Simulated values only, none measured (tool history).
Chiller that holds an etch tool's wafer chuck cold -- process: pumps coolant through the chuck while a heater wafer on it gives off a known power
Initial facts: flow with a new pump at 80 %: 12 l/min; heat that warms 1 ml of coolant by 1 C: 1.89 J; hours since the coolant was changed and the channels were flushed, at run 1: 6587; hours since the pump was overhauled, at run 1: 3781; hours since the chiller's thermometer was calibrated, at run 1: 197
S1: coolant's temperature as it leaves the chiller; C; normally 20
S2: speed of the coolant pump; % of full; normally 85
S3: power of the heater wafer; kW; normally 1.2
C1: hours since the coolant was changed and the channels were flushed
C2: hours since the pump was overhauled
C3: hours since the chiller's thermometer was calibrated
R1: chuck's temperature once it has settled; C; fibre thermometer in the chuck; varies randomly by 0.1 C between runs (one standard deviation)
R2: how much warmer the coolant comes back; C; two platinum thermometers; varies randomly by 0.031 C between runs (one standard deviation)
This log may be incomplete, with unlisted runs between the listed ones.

{"run": 1, "day": 0.0, "S1": 20, "S2": 85, "S3": 1.2, "C1": 6587, "C2": 3781, "C3": 197, "R1": 28.1, "R2": 3.33}
{"run": 2, "day": 3.475, "S1": 20, "S2": 85, "S3": 1.2, "C1": 6671, "C2": 3865, "C3": 280, "R1": 28.2, "R2": 3.27}
{"run": 3, "day": 7.458, "S1": 20, "S2": 67, "S3": 1.2, "C1": 6766, "C2": 3960, "C3": 376, "R1": 29.9, "R2": 4.2}
{"run": 4, "day": 9.379, "S1": 20, "S2": 67, "S3": 1.2, "C1": 6812, "C2": 4007, "C3": 422, "R1": 29.9, "R2": 4.22}
{"run": 5, "day": 12.075, "S1": 14, "S2": 85, "S3": 1.2, "C1": 6877, "C2": 4071, "C3": 487, "R1": 22.4, "R2": 3.38}
{"run": 6, "day": 16.033, "S1": 29, "S2": 85, "S3": 1.2, "C1": 6972, "C2": 4166, "C3": 582, "R1": 37.2, "R2": 3.45}
{"day": 16.562, "done": "coolant changed, channels flushed"}
{"run": 7, "day": 20.254, "S1": 20, "S2": 85, "S3": 1.677, "C1": 89, "C2": 4262, "C3": 677, "R1": 30.8, "R2": 4.7}
{"run": 8, "day": 24.071, "S1": 20, "S2": 61, "S3": 1.2, "C1": 180, "C2": 4353, "C3": 769, "R1": 29.9, "R2": 4.66}
{"run": 9, "day": 25.879, "S1": 20, "S2": 61, "S3": 1.2, "C1": 224, "C2": 4397, "C3": 812, "R1": 29.9, "R2": 4.69}
{"run": 10, "day": 28.625, "S1": 20, "S2": 85, "S3": 1.2, "C1": 290, "C2": 4463, "C3": 878, "R1": 27.7, "R2": 3.38}
{"run": 11, "day": 31.092, "S1": 20, "S2": 85, "S3": 1.2, "C1": 349, "C2": 4522, "C3": 937, "R1": 27.5, "R2": 3.36}
{"run": 12, "day": 34.021, "S1": 20, "S2": 85, "S3": 0.805, "C1": 419, "C2": 4592, "C3": 1007, "R1": 25.1, "R2": 2.27}
{"run": 13, "day": 35.825, "S1": 20, "S2": 85, "S3": 0.805, "C1": 462, "C2": 4635, "C3": 1051, "R1": 25, "R2": 2.25}
{"run": 14, "day": 39.079, "S1": 29, "S2": 85, "S3": 0.805, "C1": 540, "C2": 4713, "C3": 1129, "R1": 34, "R2": 2.27}
{"run": 15, "day": 42.2, "S1": 29, "S2": 85, "S3": 0.805, "C1": 615, "C2": 4788, "C3": 1204, "R1": 34.1, "R2": 2.32}
{"run": 16, "day": 45.854, "S1": 29, "S2": 85, "S3": 0.805, "C1": 703, "C2": 4876, "C3": 1291, "R1": 33.8, "R2": 2.31}
{"run": 17, "day": 49.529, "S1": 29, "S2": 78, "S3": 1.114, "C1": 791, "C2": 4964, "C3": 1380, "R1": 36.4, "R2": 3.41}
{"run": 18, "day": 52.867, "S1": 29, "S2": 78, "S3": 1.114, "C1": 871, "C2": 5044, "C3": 1460, "R1": 36.6, "R2": 3.41}
{"run": 19, "day": 55.067, "S1": 11, "S2": 89, "S3": 0.645, "C1": 924, "C2": 5097, "C3": 1513, "R1": 14.8, "R2": 1.74}
{"run": 20, "day": 58.312, "S1": 11, "S2": 93, "S3": 1.105, "C1": 1002, "C2": 5175, "C3": 1591, "R1": 17.8, "R2": 2.92}
{"run": 21, "day": 61.392, "S1": 16, "S2": 81, "S3": 1.2, "C1": 1076, "C2": 5249, "C3": 1664, "R1": 24.1, "R2": 3.61}
{"day": 61.846, "done": "coolant pump overhauled"}
{"run": 22, "day": 63.483, "S1": 14, "S2": 83, "S3": 1.2, "C1": 1121, "C2": 39, "C3": 1710, "R1": 22, "R2": 3.62}
{"run": 23, "day": 66.821, "S1": 27, "S2": 83, "S3": 1.2, "C1": 1201, "C2": 119, "C3": 1790, "R1": 35.2, "R2": 3.71}
{"run": 24, "day": 70.175, "S1": 21, "S2": 85, "S3": 0.896, "C1": 1282, "C2": 200, "C3": 1870, "R1": 26.9, "R2": 2.66}
{"run": 25, "day": 71.812, "S1": 21, "S2": 85, "S3": 0.896, "C1": 1321, "C2": 239, "C3": 1910, "R1": 26.7, "R2": 2.69}
{"run": 26, "day": 74.683, "S1": 14, "S2": 85, "S3": 0.949, "C1": 1390, "C2": 308, "C3": 1978, "R1": 20.1, "R2": 2.82}
{"run": 27, "day": 76.904, "S1": 14, "S2": 85, "S3": 0.949, "C1": 1443, "C2": 361, "C3": 2032, "R1": 20.3, "R2": 2.84}
{"run": 28, "day": 80.883, "S1": 20, "S2": 85, "S3": 0.886, "C1": 1539, "C2": 457, "C3": 2127, "R1": 25.8, "R2": 2.7}
{"day": 81.292, "done": "coolant pump overhauled, once more"}
{"run": 29, "day": 84.908, "S1": 20, "S2": 85, "S3": 1.717, "C1": 1630, "C2": 87, "C3": 2219, "R1": 30, "R2": 4.31}
{"run": 30, "day": 87.512, "S1": 20, "S2": 85, "S3": 1.717, "C1": 1693, "C2": 149, "C3": 2281, "R1": 29.9, "R2": 4.28}
{"run": 31, "day": 90.279, "S1": 12, "S2": 99, "S3": 0.806, "C1": 1759, "C2": 216, "C3": 2348, "R1": 16.1, "R2": 1.76}
{"run": 32, "day": 92.521, "S1": 12, "S2": 99, "S3": 0.806, "C1": 1813, "C2": 269, "C3": 2401, "R1": 16, "R2": 1.75}

Here are 3 independent what-if runs from the current tool condition. What would each one return?
{"run": "A", "day": 94.25, "S1": 13, "S2": 73, "S3": 1.088, "C1": 1855, "C2": 311, "C3": 2443, "R1": "?", "R2": "?"}
{"run": "B", "day": 94.25, "S1": 15, "S2": 82, "S3": 1.269, "C1": 1855, "C2": 311, "C3": 2443, "R1": "?", "R2": "?"}
{"run": "C", "day": 94.25, "S1": 12, "S2": 99, "S3": 1.302, "C1": 1855, "C2": 311, "C3": 2443, "R1": "?", "R2": "?"}

run=A R1=20.2 R2=3.17
run=B R1=22.4 R2=3.35
run=C R1=18.6 R2=2.81
What these runs would have given with no unlogged condition in the tool:
run=A R1=20.5 R2=3.14
run=B R1=22.6 R2=3.33
run=C R1=18.9 R2=2.79
